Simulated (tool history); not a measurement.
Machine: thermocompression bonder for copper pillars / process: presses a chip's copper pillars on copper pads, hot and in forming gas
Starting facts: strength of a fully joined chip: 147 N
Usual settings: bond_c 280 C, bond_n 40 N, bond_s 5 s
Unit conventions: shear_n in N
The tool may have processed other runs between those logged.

{"run": 1, "hour": 0.0, "bond_c": 280, "bond_n": 40, "bond_s": 5, "shear_n": 77.1}
{"run": 2, "hour": 15.3, "bond_c": 280, "bond_n": 40, "bond_s": 11, "shear_n": 94.1}
{"run": 3, "hour": 33.3, "bond_c": 280, "bond_n": 40, "bond_s": 11, "shear_n": 94.7}
{"run": 4, "hour": 44.1, "bond_c": 280, "bond_n": 40, "bond_s": 5, "shear_n": 74.7}
{"run": 5, "hour": 62.8, "bond_c": 280, "bond_n": 40, "bond_s": 5, "shear_n": 73.8}
{"run": 6, "hour": 80.5, "bond_c": 280, "bond_n": 40, "bond_s": 5, "shear_n": 74.6}
{"run": 7, "hour": 91.7, "bond_c": 280, "bond_n": 40, "bond_s": 5, "shear_n": 71.9}
{"hour": 96.0, "done": "heater calibrated with a thermocouple chip"}
{"run": 8, "hour": 104.4, "bond_c": 280, "bond_n": 40, "bond_s": 5, "shear_n": 71.9}
{"run": 9, "hour": 117.1, "bond_c": 280, "bond_n": 40, "bond_s": 5, "shear_n": 71.8}
{"run": 10, "hour": 129.5, "bond_c": 280, "bond_n": 40, "bond_s": 5, "shear_n": 71.5}
{"run": 11, "hour": 140.5, "bond_c": 280, "bond_n": 40, "bond_s": 5, "shear_n": 71.1}
{"hour": 154.9, "done": "heater calibrated with a thermocouple chip, once more"}
{"run": 12, "hour": 154.9, "bond_c": 280, "bond_n": 40, "bond_s": 5, "shear_n": 77.1}
{"run": 13, "hour": 170.5, "bond_c": 280, "bond_n": 46, "bond_s": 12, "shear_n": 106.9}
{"run": 14, "hour": 196.6, "bond_c": 282, "bond_n": 34, "bond_s": 3, "shear_n": 53.9}
{"run": 15, "hour": 210.8, "bond_c": 282, "bond_n": 34, "bond_s": 3, "shear_n": 53.1}
{"run": 16, "hour": 236.3, "bond_c": 282, "bond_n": 34, "bond_s": 3, "shear_n": 52.3}
{"run": 17, "hour": 251.1, "bond_c": 282, "bond_n": 33, "bond_s": 13, "shear_n": 83.9}
{"run": 18, "hour": 268.4, "bond_c": 308, "bond_n": 54, "bond_s": 10, "shear_n": 117.9}
{"run": 19, "hour": 292.7, "bond_c": 308, "bond_n": 54, "bond_s": 10, "shear_n": 116.6}
{"run": 20, "hour": 307.8, "bond_c": 279, "bond_n": 56, "bond_s": 5, "shear_n": 89.6}
{"hour": 325.9, "done": "forming gas filter changed"}
{"run": 21, "hour": 333.1, "bond_c": 279, "bond_n": 56, "bond_s": 5, "shear_n": 101.8}
{"run": 22, "hour": 356.6, "bond_c": 279, "bond_n": 56, "bond_s": 5, "shear_n": 99.6}
{"run": 23, "hour": 373.3, "bond_c": 253, "bond_n": 54, "bond_s": 5, "shear_n": 80.1}
{"run": 24, "hour": 395.3, "bond_c": 263, "bond_n": 52, "bond_s": 7, "shear_n": 90.6}

How would selected steps in shear_n from run to run divide? Give the signed amount a tool lacking its hidden state would still show from settings, what came in and random variation, and the signed amount left for the hidden state, including any gauge scatter that is not in both of the compared results.
Hidden state at play: true temperature of the bond over the reading, C; force that reaches the chip, % of what is set; oxide that the forming gas leaves, % of the face; drift of the gauge itself on shear_n, %.
Run 13 -> 14: bond_c 280 -> 282, bond_n 46 -> 34, bond_s 12 -> 3. shear_n -53.0 N: hidden state +4.2, all else -57.2.
Run 16 -> 17: bond_n 34 -> 33, bond_s 3 -> 13. shear_n +31.6 N: hidden state -5.0, all else +36.6.
Run 17 -> 18: bond_c 282 -> 308, bond_n 33 -> 54, bond_s 13 -> 10. shear_n +34.0 N: hidden state -2.3, all else +36.3.
Run 20 -> 21: forming gas filter changed. shear_n +12.2 N: hidden state +11.7, all else +0.5.

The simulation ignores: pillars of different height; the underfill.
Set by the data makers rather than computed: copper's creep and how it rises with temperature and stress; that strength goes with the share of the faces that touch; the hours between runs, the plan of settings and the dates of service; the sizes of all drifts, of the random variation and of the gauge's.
